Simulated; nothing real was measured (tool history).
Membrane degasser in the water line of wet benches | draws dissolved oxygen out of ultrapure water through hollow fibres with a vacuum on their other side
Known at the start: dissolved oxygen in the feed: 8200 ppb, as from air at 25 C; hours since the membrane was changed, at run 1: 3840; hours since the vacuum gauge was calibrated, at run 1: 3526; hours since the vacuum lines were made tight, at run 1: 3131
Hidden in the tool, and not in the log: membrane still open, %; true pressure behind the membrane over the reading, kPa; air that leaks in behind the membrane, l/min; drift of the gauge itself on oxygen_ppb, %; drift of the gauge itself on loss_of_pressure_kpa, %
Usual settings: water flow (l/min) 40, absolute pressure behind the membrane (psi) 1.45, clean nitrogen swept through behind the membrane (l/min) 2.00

| run | hour | water flow (l/min) | absolute pressure behind the membrane (psi) | clean nitrogen swept through behind the membrane (l/min) | hours since the membrane was changed | hours since the vacuum gauge was calibrated | hours since the vacuum lines were made tight | dissolved oxygen in the water behind the degasser (ppb) | pressure that the water loses in the fibres (psi) |
|---|---|---|---|---|---|---|---|---|---|
| 1 | 0.0 | 40 | 1.45 | 2.00 | 3840 | 3526 | 3131 | 583.5 | 3.688 |
| 2 | 94.6 | 40 | 1.45 | 2.00 | 3935 | 3621 | 3225 | 566.9 | 3.664 |
| 3 | 190.5 | 40 | 1.45 | 2.00 | 4030 | 3717 | 3321 | 577.4 | 3.667 |
| 4 | 257.4 | 40 | 1.45 | 2.00 | 4097 | 3784 | 3388 | 577.1 | 3.661 |
| 5 | 355.7 | 40 | 1.45 | 3.33 | 4196 | 3882 | 3486 | 472.1 | 3.643 |
| 6 | 421.3 | 40 | 1.45 | 3.33 | 4261 | 3947 | 3552 | 481.5 | 3.677 |
| 7 | 498.9 | 40 | 1.45 | 5.81 | 4339 | 4025 | 3629 | 403.4 | 3.691 |
| 8 | 576.9 | 40 | 1.45 | 2.03 | 4417 | 4103 | 3708 | 573.3 | 3.736 |
| 9 | 676.0 | 40 | 2.63 | 2.00 | 4516 | 4202 | 3807 | 875.0 | 3.616 |
| 10 | 723.7 | 40 | 2.63 | 2.00 | 4564 | 4250 | 3854 | 896.3 | 3.614 |
| 11 | 794.9 | 40 | 2.63 | 2.00 | 4635 | 4321 | 3926 | 879.6 | 3.696 |
| 12 | 844.6 | 40 | 3.36 | 2.00 | 4685 | 4371 | 3975 | 1052.7 | 3.640 |
| 13 | 891.4 | 40 | 3.36 | 2.00 | 4731 | 4418 | 4022 | 1046.9 | 3.633 |
| 14 | 975.2 | 40 | 1.45 | 2.00 | 4815 | 4501 | 4106 | 583.5 | 3.648 |
|  | 1033.4 | seals of the vacuum lines changed |
| 15 | 1038.1 | 40 | 1.45 | 2.00 | 4876 | 4562 | 5 | 576.2 | 3.649 |
| 16 | 1105.7 | 40 | 1.45 | 2.00 | 4944 | 4630 | 72 | 578.2 | 3.627 |
| 17 | 1164.3 | 40 | 2.31 | 1.06 | 5002 | 4688 | 131 | 1124.1 | 3.656 |
| 18 | 1234.2 | 37 | 1.16 | 2.00 | 5072 | 4758 | 201 | 438.4 | 3.371 |
| 19 | 1292.2 | 37 | 1.06 | 4.80 | 5130 | 4816 | 259 | 323.8 | 3.414 |
| 20 | 1362.9 | 36 | 1.02 | 0.86 | 5201 | 4887 | 330 | 531.2 | 3.274 |
| 21 | 1442.1 | 34 | 1.45 | 2.28 | 5280 | 4966 | 409 | 435.9 | 3.107 |
| 22 | 1513.8 | 34 | 1.45 | 2.28 | 5352 | 5038 | 480 | 430.3 | 3.111 |
| 23 | 1593.6 | 34 | 1.45 | 2.28 | 5432 | 5118 | 560 | 424.7 | 3.063 |
| 24 | 1642.6 | 40 | 2.90 | 1.58 | 5481 | 5167 | 609 | 1100.1 | 3.630 |
| 25 | 1739.0 | 40 | 1.49 | 2.00 | 5577 | 5263 | 706 | 598.6 | 3.642 |
| 26 | 1833.7 | 40 | 1.49 | 2.00 | 5672 | 5358 | 800 | 583.9 | 3.664 |
| 27 | 1877.7 | 40 | 1.45 | 0.88 | 5716 | 5402 | 844 | 829.8 | 3.668 |
| 28 | 1982.4 | 40 | 2.13 | 1.63 | 5820 | 5507 | 949 | 831.5 | 3.680 |

Forecast each of these 5 alternatives for the next run:
| A | 2031.2 | 45 | 1.80 | 4.56 | 5869 | 5555 | 998 | ? | ? |
| B | 2031.2 | 34 | 2.13 | 2.36 | 5869 | 5555 | 998 | ? | ? |
| C | 2031.2 | 30 | 2.13 | 1.63 | 5869 | 5555 | 998 | ? | ? |
| D | 2031.2 | 41 | 1.74 | 2.15 | 5869 | 5555 | 998 | ? | ? |
| E | 2031.2 | 37 | 1.45 | 2.00 | 5869 | 5555 | 998 | ? | ? |

| run | dissolved oxygen in the water behind the degasser (ppb) | pressure that the water loses in the fibres (psi) |
|---|---|---|
| A | 573.0 | 4.112 |
| B | 560.5 | 3.124 |
| C | 588.9 | 2.788 |
| D | 662.8 | 3.752 |
| E | 513.3 | 3.359 |
Without the tool's hidden state the same runs would have given:
| run | dissolved oxygen in the water behind the degasser (ppb) | pressure that the water loses in the fibres (psi) |
|---|---|---|
| A | 571.5 | 4.107 |
| B | 559.3 | 3.121 |
| C | 587.9 | 2.785 |
| D | 661.3 | 3.749 |
| E | 511.9 | 3.356 |
